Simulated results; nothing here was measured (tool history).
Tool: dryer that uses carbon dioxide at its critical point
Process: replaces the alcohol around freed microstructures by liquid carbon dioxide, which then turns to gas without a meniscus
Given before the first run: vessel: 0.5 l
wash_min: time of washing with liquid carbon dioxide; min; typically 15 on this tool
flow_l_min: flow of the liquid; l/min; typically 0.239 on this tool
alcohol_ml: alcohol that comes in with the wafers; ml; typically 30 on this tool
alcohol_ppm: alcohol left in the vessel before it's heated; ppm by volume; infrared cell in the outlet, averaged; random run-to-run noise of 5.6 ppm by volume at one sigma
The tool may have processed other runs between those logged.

run 1 hour=0 | wash_min=15 flow_l_min=0.239 alcohol_ml=30 | alcohol_ppm=332
run 2 hour=38.1 | wash_min=15 flow_l_min=0.239 alcohol_ml=30 | alcohol_ppm=341
-- hour=46.9 inlet filter changed
run 3 hour=94.4 | wash_min=15 flow_l_min=0.329 alcohol_ml=30 | alcohol_ppm=129
run 4 hour=123.4 | wash_min=15 flow_l_min=0.329 alcohol_ml=30 | alcohol_ppm=143
run 5 hour=167.1 | wash_min=15 flow_l_min=0.329 alcohol_ml=30 | alcohol_ppm=136
run 6 hour=205.1 | wash_min=15 flow_l_min=0.329 alcohol_ml=30 | alcohol_ppm=144
run 7 hour=244.9 | wash_min=15 flow_l_min=0.329 alcohol_ml=30 | alcohol_ppm=141
run 8 hour=278.3 | wash_min=15 flow_l_min=0.239 alcohol_ml=30 | alcohol_ppm=316
run 9 hour=303.7 | wash_min=15 flow_l_min=0.239 alcohol_ml=30 | alcohol_ppm=326
run 10 hour=355.5 | wash_min=15 flow_l_min=0.239 alcohol_ml=30 | alcohol_ppm=336
run 11 hour=390.9 | wash_min=15 flow_l_min=0.239 alcohol_ml=30 | alcohol_ppm=344
run 12 hour=435.3 | wash_min=15 flow_l_min=0.239 alcohol_ml=30 | alcohol_ppm=337
run 13 hour=478.5 | wash_min=13 flow_l_min=0.239 alcohol_ml=30 | alcohol_ppm=575
run 14 hour=536.7 | wash_min=13 flow_l_min=0.239 alcohol_ml=30 | alcohol_ppm=591
run 15 hour=569.1 | wash_min=20 flow_l_min=0.24 alcohol_ml=24 | alcohol_ppm=207
run 16 hour=612.9 | wash_min=19 flow_l_min=0.239 alcohol_ml=46 | alcohol_ppm=244
run 17 hour=650.1 | wash_min=15 flow_l_min=0.172 alcohol_ml=56 | alcohol_ppm=2302
run 18 hour=678.8 | wash_min=14 flow_l_min=0.152 alcohol_ml=24 | alcohol_ppm=1973
run 19 hour=705 | wash_min=14 flow_l_min=0.152 alcohol_ml=24 | alcohol_ppm=2019
run 20 hour=755.8 | wash_min=15 flow_l_min=0.177 alcohol_ml=45 | alcohol_ppm=1663
run 21 hour=809.3 | wash_min=15 flow_l_min=0.177 alcohol_ml=26 | alcohol_ppm=1063

Run 22, settings as shown, results not yet in. Your forecast:
run 22 hour=857.2 | wash_min=15 flow_l_min=0.177 alcohol_ml=26 | alcohol_ppm=?

Run 22 came out at alcohol_ppm 1131 ppm by volume.
With no hidden state in the tool, this same run would have given alcohol_ppm 780 ppm by volume.

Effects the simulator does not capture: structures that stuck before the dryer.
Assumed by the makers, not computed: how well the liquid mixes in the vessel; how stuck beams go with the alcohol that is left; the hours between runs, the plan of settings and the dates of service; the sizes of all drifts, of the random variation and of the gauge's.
